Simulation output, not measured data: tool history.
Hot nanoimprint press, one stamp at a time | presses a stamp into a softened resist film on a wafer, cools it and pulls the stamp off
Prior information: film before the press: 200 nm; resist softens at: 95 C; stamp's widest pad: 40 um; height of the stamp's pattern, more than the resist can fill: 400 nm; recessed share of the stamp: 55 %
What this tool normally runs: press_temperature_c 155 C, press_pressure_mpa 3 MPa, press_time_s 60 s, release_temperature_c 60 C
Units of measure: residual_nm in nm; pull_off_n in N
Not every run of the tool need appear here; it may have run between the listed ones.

run,day,press_temperature_c,press_pressure_mpa,press_time_s,release_temperature_c,residual_nm,pull_off_n
1,0,155,3,60,60,75.9,184
2,1.888,155,3,60,49,75.8,251
3,3.404,155,3,60,58,76,204
4,5.775,155,3,60,54,76.4,236
# day 6.325: plate thermocouple calibrated
# day 6.954: stamp cleaned and given a new release coat
5,8.375,155,3,65,60,73,163
6,9.829,155,3,65,60,73.4,159
7,11.996,155,3,60,60,75.8,171
8,13.054,155,3,60,60,76.3,171
9,14.321,165,3,78,58,50,184
10,16.392,147,2.96,60,62,101,170
11,18.879,147,2.96,63,51,99.2,227
12,20.096,157,3,60,60,71.4,193
13,22.458,144,3,55,60,114.3,197
# day 23.762: press's hydraulic seals changed and the load cell set to zero
14,25.054,144,3,55,60,112.9,201
15,26.275,144,3,55,60,114.1,199

Some steps in residual_nm between neighbouring runs. How much of each would the tool show without its hidden state too (settings, what came in, random variation), and how much is left for the hidden state, with any gauge scatter that isn't in both results?
Hidden conditions of the tool in this case: true temperature over the reading, C; pressure that arrives at the usual setting, %; grip of the stamp's worn release coat, % over a new coat's; drift of the gauge itself on residual_nm, %; drift of the gauge itself on pull_off_n, %.
Run 9 -> 10: press_temperature_c 165 -> 147, press_pressure_mpa 3 -> 2.96, press_time_s 78 -> 60, release_temperature_c 58 -> 62. residual_nm +51 nm: hidden state +1.5, all else +49.5.
